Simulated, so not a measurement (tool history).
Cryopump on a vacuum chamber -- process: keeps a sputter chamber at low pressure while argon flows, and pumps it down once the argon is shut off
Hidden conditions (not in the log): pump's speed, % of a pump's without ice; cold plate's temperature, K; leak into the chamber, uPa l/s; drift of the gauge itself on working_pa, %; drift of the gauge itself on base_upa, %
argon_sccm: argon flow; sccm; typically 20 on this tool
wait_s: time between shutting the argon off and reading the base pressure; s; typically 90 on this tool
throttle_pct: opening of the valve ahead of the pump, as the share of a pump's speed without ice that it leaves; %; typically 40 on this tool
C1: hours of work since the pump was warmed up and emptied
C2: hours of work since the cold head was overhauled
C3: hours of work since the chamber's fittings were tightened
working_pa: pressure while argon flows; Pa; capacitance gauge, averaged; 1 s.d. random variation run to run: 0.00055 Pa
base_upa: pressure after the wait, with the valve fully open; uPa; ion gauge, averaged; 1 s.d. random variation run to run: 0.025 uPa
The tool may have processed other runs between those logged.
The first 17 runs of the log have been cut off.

Run 18, hour 691.6: usual settings but wait_s 108 s, throttle_pct 19 %; C1 317; C2 1164; C3 1463. Result: working_pa 0.1297 Pa, base_upa 1.76 uPa.
Run 19, hour 741.1: usual settings but wait_s 108 s, throttle_pct 19 %; C1 359; C2 1207; C3 1505. Result: working_pa 0.129 Pa, base_upa 1.86 uPa.
Run 20, hour 786.8: usual settings but argon_sccm 11 sccm, wait_s 38 s, throttle_pct 33 %; C1 398; C2 1246; C3 1545. Result: working_pa 0.0418 Pa, base_upa 3.12 uPa.
Run 21, hour 814.8: usual settings but throttle_pct 60 %; C1 422; C2 1270; C3 1568. Result: working_pa 0.0458 Pa, base_upa 1.98 uPa.
Run 22, hour 838.6: usual settings but wait_s 71 s, throttle_pct 53 %; C1 443; C2 1290; C3 1589. Result: working_pa 0.0505 Pa, base_upa 2.28 uPa.
Run 23, hour 860.2: usual settings but argon_sccm 37 sccm, wait_s 255 s, throttle_pct 26 %; C1 461; C2 1309; C3 1607. Result: working_pa 0.1814 Pa, base_upa 1.56 uPa.
Run 24, hour 885: usual settings but argon_sccm 18 sccm, wait_s 49 s, throttle_pct 32 %; C1 482; C2 1330; C3 1629. Result: working_pa 0.0727 Pa, base_upa 2.71 uPa.
Run 25, hour 917.8: usual settings but argon_sccm 17 sccm, wait_s 49 s, throttle_pct 17 %; C1 510; C2 1358; C3 1657. Result: working_pa 0.1258 Pa, base_upa 2.79 uPa.
Run 26, hour 944.7: usual settings but argon_sccm 23 sccm, wait_s 26 s, throttle_pct 41 %; C1 533; C2 1381; C3 1680. Result: working_pa 0.0741 Pa, base_upa 4.02 uPa.
Run 27, hour 978.1: usual settings but argon_sccm 23 sccm, wait_s 26 s, throttle_pct 41 %; C1 562; C2 1409; C3 1708. Result: working_pa 0.076 Pa, base_upa 4.03 uPa.
Run 28, hour 1020.9: usual settings but argon_sccm 12 sccm, wait_s 29 s, throttle_pct 33 %; C1 598; C2 1446; C3 1745. Result: working_pa 0.0487 Pa, base_upa 3.88 uPa.
Run 29, hour 1056.3: usual settings but argon_sccm 14 sccm, wait_s 117 s, throttle_pct 21 %; C1 629; C2 1476; C3 1775. Result: working_pa 0.0855 Pa, base_upa 2.21 uPa.
Run 30, hour 1105.6: usual settings but argon_sccm 14 sccm, wait_s 117 s, throttle_pct 21 %; C1 671; C2 1518; C3 1817. Result: working_pa 0.0874 Pa, base_upa 2.23 uPa.
Run 31, hour 1152.9: usual settings but argon_sccm 32 sccm, wait_s 44 s, throttle_pct 25 %; C1 711; C2 1559; C3 1858. Result: working_pa 0.1702 Pa, base_upa 3.32 uPa.
Run 32, hour 1181.6: usual settings but argon_sccm 32 sccm, wait_s 44 s, throttle_pct 25 %; C1 736; C2 1583; C3 1882. Result: working_pa 0.1691 Pa, base_upa 3.29 uPa.
Run 33, hour 1219.5: usual settings but argon_sccm 12 sccm, wait_s 288 s; C1 768; C2 1616; C3 1915. Result: working_pa 0.0426 Pa, base_upa 2.06 uPa.

Below are 3 alternative next runs, each starting from the tool's condition after run 33. Predict each:
Run A, hour 1257.7: usual settings but argon_sccm 8 sccm, wait_s 288 s, throttle_pct 45 %; C1 801; C2 1648; C3 1947. Result: working_pa ?, base_upa ?.
Run B, hour 1257.7: usual settings but throttle_pct 22 %; C1 801; C2 1648; C3 1947. Result: working_pa ?, base_upa ?.
Run C, hour 1257.7: usual settings but argon_sccm 14 sccm, wait_s 288 s, throttle_pct 19 %; C1 801; C2 1648; C3 1947. Result: working_pa ?, base_upa ?.

run  working_pa  base_upa
  A      0.0255      2.13
  B      0.1211       2.7
  C      0.0958      2.15
Had the tool no hidden state, the same runs would have come out as:
run  working_pa  base_upa
  A      0.0207      0.47
  B       0.109      1.01
  C      0.0874      0.46
